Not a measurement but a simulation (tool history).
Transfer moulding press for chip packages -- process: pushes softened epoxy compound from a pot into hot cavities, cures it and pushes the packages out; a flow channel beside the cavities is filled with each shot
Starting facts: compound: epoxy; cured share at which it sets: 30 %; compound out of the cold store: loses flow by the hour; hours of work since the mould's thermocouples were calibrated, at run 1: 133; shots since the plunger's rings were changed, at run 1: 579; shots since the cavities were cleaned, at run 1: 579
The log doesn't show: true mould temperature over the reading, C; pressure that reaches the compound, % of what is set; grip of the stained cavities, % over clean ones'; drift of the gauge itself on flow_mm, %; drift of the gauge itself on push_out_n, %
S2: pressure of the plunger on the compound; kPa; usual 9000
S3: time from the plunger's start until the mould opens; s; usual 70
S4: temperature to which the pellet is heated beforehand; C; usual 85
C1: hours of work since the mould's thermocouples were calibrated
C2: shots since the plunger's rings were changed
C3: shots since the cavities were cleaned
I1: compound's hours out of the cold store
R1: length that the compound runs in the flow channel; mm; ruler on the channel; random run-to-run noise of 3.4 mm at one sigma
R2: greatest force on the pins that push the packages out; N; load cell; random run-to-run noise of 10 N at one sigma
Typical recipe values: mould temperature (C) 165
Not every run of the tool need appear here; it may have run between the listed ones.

{"run": 1, "day": 0.0, "mould temperature (C)": 165, "S2": 9000, "S3": 70, "S4": 85, "C1": 133, "C2": 579, "C3": 579, "I1": 25.7, "R1": 612, "R2": 736}
{"run": 2, "day": 0.625, "mould temperature (C)": 165, "S2": 9000, "S3": 70, "S4": 85, "C1": 140, "C2": 759, "C3": 759, "I1": 27.1, "R1": 607, "R2": 841}
{"run": 3, "day": 1.129, "mould temperature (C)": 165, "S2": 9000, "S3": 70, "S4": 85, "C1": 145, "C2": 906, "C3": 906, "I1": 9.7, "R1": 660, "R2": 910}
{"day": 1.633, "done": "cavities cleaned with cleaning compound and waxed"}
{"run": 4, "day": 1.775, "mould temperature (C)": 165, "S2": 9000, "S3": 70, "S4": 85, "C1": 152, "C2": 1075, "C3": 40, "I1": 12.5, "R1": 648, "R2": 534}
{"run": 5, "day": 2.383, "mould temperature (C)": 165, "S2": 9000, "S3": 70, "S4": 78, "C1": 158, "C2": 1252, "C3": 217, "I1": 43.4, "R1": 553, "R2": 601}
{"run": 6, "day": 3.079, "mould temperature (C)": 165, "S2": 9000, "S3": 70, "S4": 78, "C1": 166, "C2": 1454, "C3": 419, "I1": 24.6, "R1": 607, "R2": 724}
{"run": 7, "day": 3.383, "mould temperature (C)": 165, "S2": 9000, "S3": 70, "S4": 78, "C1": 169, "C2": 1542, "C3": 507, "I1": 8.5, "R1": 662, "R2": 824}
{"run": 8, "day": 3.771, "mould temperature (C)": 165, "S2": 9910, "S3": 70, "S4": 85, "C1": 173, "C2": 1655, "C3": 620, "I1": 16.0, "R1": 666, "R2": 800}
{"run": 9, "day": 4.462, "mould temperature (C)": 165, "S2": 9910, "S3": 70, "S4": 85, "C1": 180, "C2": 1855, "C3": 820, "I1": 33.8, "R1": 605, "R2": 816}
{"run": 10, "day": 4.975, "mould temperature (C)": 165, "S2": 9910, "S3": 70, "S4": 85, "C1": 186, "C2": 2005, "C3": 970, "I1": 11.8, "R1": 677, "R2": 903}
{"day": 5.258, "done": "cavities cleaned with cleaning compound and waxed"}
{"run": 11, "day": 5.596, "mould temperature (C)": 165, "S2": 9000, "S3": 70, "S4": 85, "C1": 192, "C2": 2167, "C3": 99, "I1": 42.0, "R1": 545, "R2": 509}
{"run": 12, "day": 6.096, "mould temperature (C)": 165, "S2": 9000, "S3": 70, "S4": 85, "C1": 197, "C2": 2311, "C3": 243, "I1": 41.1, "R1": 547, "R2": 562}
{"run": 13, "day": 6.425, "mould temperature (C)": 165, "S2": 9000, "S3": 70, "S4": 85, "C1": 201, "C2": 2407, "C3": 339, "I1": 25.5, "R1": 595, "R2": 661}
{"run": 14, "day": 6.833, "mould temperature (C)": 165, "S2": 9000, "S3": 70, "S4": 85, "C1": 205, "C2": 2526, "C3": 458, "I1": 25.3, "R1": 594, "R2": 694}
{"run": 15, "day": 7.233, "mould temperature (C)": 165, "S2": 8060, "S3": 70, "S4": 85, "C1": 210, "C2": 2642, "C3": 574, "I1": 11.1, "R1": 606, "R2": 776}
{"run": 16, "day": 7.538, "mould temperature (C)": 165, "S2": 8060, "S3": 70, "S4": 85, "C1": 213, "C2": 2730, "C3": 662, "I1": 43.5, "R1": 513, "R2": 727}
{"run": 17, "day": 8.162, "mould temperature (C)": 163, "S2": 7980, "S3": 75, "S4": 84, "C1": 220, "C2": 2911, "C3": 843, "I1": 42.0, "R1": 517, "R2": 767}
{"run": 18, "day": 8.592, "mould temperature (C)": 171, "S2": 9000, "S3": 70, "S4": 76, "C1": 224, "C2": 3036, "C3": 968, "I1": 37.8, "R1": 541, "R2": 643}
{"day": 8.792, "done": "plunger's sealing rings changed"}
{"day": 8.958, "done": "cavities cleaned with cleaning compound and waxed"}
{"run": 19, "day": 9.35, "mould temperature (C)": 168, "S2": 6850, "S3": 70, "S4": 85, "C1": 231, "C2": 145, "C3": 115, "I1": 37.2, "R1": 499, "R2": 433}
{"run": 20, "day": 10.092, "mould temperature (C)": 168, "S2": 6850, "S3": 70, "S4": 85, "C1": 238, "C2": 359, "C3": 329, "I1": 43.6, "R1": 478, "R2": 546}
{"run": 21, "day": 10.429, "mould temperature (C)": 165, "S2": 8480, "S3": 70, "S4": 85, "C1": 242, "C2": 457, "C3": 427, "I1": 24.3, "R1": 599, "R2": 696}
{"run": 22, "day": 11.025, "mould temperature (C)": 165, "S2": 8480, "S3": 70, "S4": 85, "C1": 249, "C2": 630, "C3": 600, "I1": 19.1, "R1": 615, "R2": 778}
{"run": 23, "day": 11.462, "mould temperature (C)": 166, "S2": 8960, "S3": 70, "S4": 88, "C1": 253, "C2": 757, "C3": 727, "I1": 42.0, "R1": 557, "R2": 710}
{"run": 24, "day": 12.079, "mould temperature (C)": 172, "S2": 8230, "S3": 81, "S4": 95, "C1": 260, "C2": 937, "C3": 907, "I1": 41.5, "R1": 520, "R2": 619}
{"day": 12.546, "done": "cavities cleaned with cleaning compound and waxed"}
{"run": 25, "day": 12.812, "mould temperature (C)": 163, "S2": 9110, "S3": 95, "S4": 82, "C1": 267, "C2": 1131, "C3": 77, "I1": 28.1, "R1": 603, "R2": 376}
{"run": 26, "day": 13.204, "mould temperature (C)": 169, "S2": 9000, "S3": 105, "S4": 85, "C1": 271, "C2": 1245, "C3": 191, "I1": 44.1, "R1": 539, "R2": 420}
{"run": 27, "day": 13.625, "mould temperature (C)": 160, "S2": 8980, "S3": 70, "S4": 87, "C1": 276, "C2": 1367, "C3": 313, "I1": 36.3, "R1": 579, "R2": 870}
{"run": 28, "day": 13.988, "mould temperature (C)": 160, "S2": 8980, "S3": 70, "S4": 87, "C1": 280, "C2": 1472, "C3": 418, "I1": 40.8, "R1": 566, "R2": 917}
{"run": 29, "day": 14.471, "mould temperature (C)": 160, "S2": 8980, "S3": 70, "S4": 87, "C1": 285, "C2": 1612, "C3": 558, "I1": 34.9, "R1": 582, "R2": 965}

Consider 3 possible next runs. They are alternatives, not a sequence: every one starts from the tool as it was left by run 29. What does each give?
{"run": "A", "day": 14.838, "mould temperature (C)": 160, "S2": 7100, "S3": 52, "S4": 84, "C1": 289, "C2": 1719, "C3": 665, "I1": 32.9, "R1": "?", "R2": "?"}
{"run": "B", "day": 14.838, "mould temperature (C)": 160, "S2": 8980, "S3": 80, "S4": 87, "C1": 289, "C2": 1719, "C3": 665, "I1": 30.2, "R1": "?", "R2": "?"}
{"run": "C", "day": 14.838, "mould temperature (C)": 160, "S2": 8220, "S3": 70, "S4": 87, "C1": 289, "C2": 1719, "C3": 665, "I1": 24.1, "R1": "?", "R2": "?"}

run=A R1=525 R2=2112
run=B R1=605 R2=790
run=C R1=590 R2=1089
Without the tool's hidden state the same runs would have given:
run=A R1=540 R2=1276
run=B R1=622 R2=484
run=C R1=606 R2=671
